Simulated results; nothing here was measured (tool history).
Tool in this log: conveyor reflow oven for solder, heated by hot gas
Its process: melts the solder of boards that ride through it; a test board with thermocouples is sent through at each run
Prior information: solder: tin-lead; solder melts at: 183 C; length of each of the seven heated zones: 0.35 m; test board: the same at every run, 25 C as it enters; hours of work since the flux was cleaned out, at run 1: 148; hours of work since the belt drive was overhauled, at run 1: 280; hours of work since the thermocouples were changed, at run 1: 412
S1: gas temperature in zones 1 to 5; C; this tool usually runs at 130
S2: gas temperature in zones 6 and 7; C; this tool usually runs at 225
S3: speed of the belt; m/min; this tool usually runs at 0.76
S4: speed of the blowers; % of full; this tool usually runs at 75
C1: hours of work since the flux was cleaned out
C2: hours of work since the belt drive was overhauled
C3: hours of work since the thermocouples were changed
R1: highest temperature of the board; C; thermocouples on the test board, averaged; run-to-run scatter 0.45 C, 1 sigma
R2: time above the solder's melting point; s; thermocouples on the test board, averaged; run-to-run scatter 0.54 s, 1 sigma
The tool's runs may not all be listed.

| run | hour | S1 | S2 | S3 | S4 | C1 | C2 | C3 | R1 | R2 |
|---|---|---|---|---|---|---|---|---|---|---|
| 1 | 0 | 130 | 225 | 0.76 | 75 | 148 | 280 | 412 | 207.9 | 33.4 |
| 2 | 84.7 | 130 | 225 | 0.76 | 75 | 212 | 344 | 477 | 206.7 | 31.9 |
|  | 162.9 | flux residue cleaned out of gas plates and filters |
| 3 | 166.1 | 130 | 225 | 0.76 | 75 | 2 | 402 | 535 | 205.4 | 31.1 |
| 4 | 218.2 | 130 | 234 | 0.76 | 75 | 42 | 441 | 574 | 211.9 | 35.4 |
| 5 | 262.9 | 130 | 225 | 0.76 | 75 | 76 | 475 | 608 | 203.8 | 29.4 |
| 6 | 305.3 | 130 | 225 | 0.76 | 75 | 108 | 507 | 640 | 204.6 | 28.9 |
| 7 | 356.8 | 130 | 223 | 0.76 | 75 | 147 | 546 | 679 | 201 | 27.3 |
|  | 399.7 | thermocouples of zones 6 and 7 changed |
| 8 | 415.7 | 130 | 223 | 0.76 | 75 | 190 | 590 | 12 | 201.6 | 27.3 |
|  | 463.8 | flux residue cleaned out of gas plates and filters, once more |
| 9 | 476.9 | 130 | 223 | 0.76 | 75 | 10 | 632 | 55 | 206.4 | 32.9 |
| 10 | 534.2 | 130 | 223 | 0.76 | 75 | 53 | 676 | 98 | 207.7 | 32.4 |
| 11 | 570.1 | 130 | 223 | 0.76 | 78 | 81 | 703 | 125 | 206.4 | 33.2 |
| 12 | 633.2 | 119 | 225 | 0.76 | 75 | 128 | 750 | 173 | 205.6 | 29.9 |
|  | 649.9 | belt drive overhauled, speed set with a stopwatch |
| 13 | 712.4 | 119 | 225 | 0.76 | 75 | 185 | 47 | 230 | 205.3 | 27.9 |
| 14 | 758.4 | 140 | 225 | 0.76 | 75 | 220 | 82 | 265 | 207.8 | 35.9 |
| 15 | 811.6 | 140 | 225 | 0.76 | 75 | 260 | 122 | 305 | 208 | 34.9 |
|  | 823.8 | flux residue cleaned out of gas plates and filters |
| 16 | 903.9 | 140 | 239 | 0.76 | 57 | 61 | 189 | 371 | 217.5 | 41.1 |
| 17 | 969 | 140 | 239 | 0.76 | 57 | 110 | 238 | 420 | 217.5 | 41.2 |
| 18 | 1018.7 | 130 | 239 | 0.634 | 57 | 148 | 275 | 458 | 221.9 | 49.9 |
| 19 | 1055.2 | 130 | 225 | 0.807 | 64 | 175 | 303 | 486 | 202.6 | 26.8 |
| 20 | 1116 | 130 | 225 | 0.807 | 64 | 221 | 349 | 532 | 200.9 | 24.9 |
| 21 | 1170.2 | 130 | 225 | 0.807 | 64 | 262 | 390 | 573 | 201.6 | 25.4 |
|  | 1179.3 | flux residue cleaned out of gas plates and filters |
| 22 | 1223.9 | 130 | 225 | 0.807 | 64 | 34 | 427 | 610 | 203.9 | 27.4 |
| 23 | 1301.1 | 128 | 225 | 0.76 | 75 | 92 | 485 | 668 | 206.6 | 31.9 |
| 24 | 1343.7 | 132 | 237 | 0.723 | 72 | 124 | 518 | 700 | 218.7 | 42.7 |
|  | 1359.7 | thermocouples of zones 6 and 7 changed |
| 25 | 1425.1 | 132 | 237 | 0.723 | 72 | 185 | 578 | 50 | 220.3 | 43.6 |
| 26 | 1473.4 | 130 | 227 | 0.76 | 75 | 221 | 614 | 86 | 209.3 | 34.1 |
|  | 1538.7 | flux residue cleaned out of gas plates and filters |
| 27 | 1553.2 | 130 | 227 | 0.76 | 75 | 11 | 671 | 143 | 211.2 | 36.8 |
| 28 | 1631.7 | 125 | 225 | 0.76 | 75 | 70 | 731 | 202 | 207.6 | 33 |
|  | 1674.9 | belt drive overhauled, speed set with a stopwatch |
| 29 | 1714.2 | 125 | 223 | 0.793 | 67 | 130 | 30 | 262 | 202.3 | 25.9 |

Measured result minus the same run's result without the hidden state. Both carry the same run-to-run variation, though not necessarily the same gauge scatter:
Hidden state present: heat that the gas passes to the board, % of a clean oven's; belt's true speed, % of the reading; true gas temperature in zones 6 and 7 over the reading, C; drift of the gauge itself on peak_c, C; drift of the gauge itself on liquid_s, %.
| run | R1 | R2 |
|---|---|---|
| 1 | -2 | -1.7 |
| 2 | -2.6 | -2.4 |
| 3 | -4.7 | -4.4 |
| 4 | -5.6 | -4 |
| 5 | -5.6 | -5.4 |
| 6 | -6.1 | -5.7 |
| 7 | -6.5 | -6.7 |
| 8 | -6.5 | -6.7 |
| 9 | -0.8 | -0.6 |
| 10 | -1.4 | -1 |
| 11 | -1.7 | -1.3 |
| 12 | -2.4 | -2 |
| 13 | -3.3 | -3.1 |
| 14 | -3.4 | -2.8 |
| 15 | -3.8 | -3.2 |
| 16 | -1.7 | -1 |
| 17 | -2.3 | -1.3 |
| 18 | -2.7 | -1.6 |
| 19 | -3.2 | -2.9 |
| 20 | -3.8 | -3.5 |
| 21 | -4.3 | -4 |
| 22 | -1.9 | -1.5 |
| 23 | -2.7 | -2 |
| 24 | -3.1 | -1.6 |
| 25 | -1.6 | -0.9 |
| 26 | -2 | -1.6 |
| 27 | -0.1 | +0.1 |
| 28 | -0.9 | -0.6 |
| 29 | -1.8 | -1.9 |
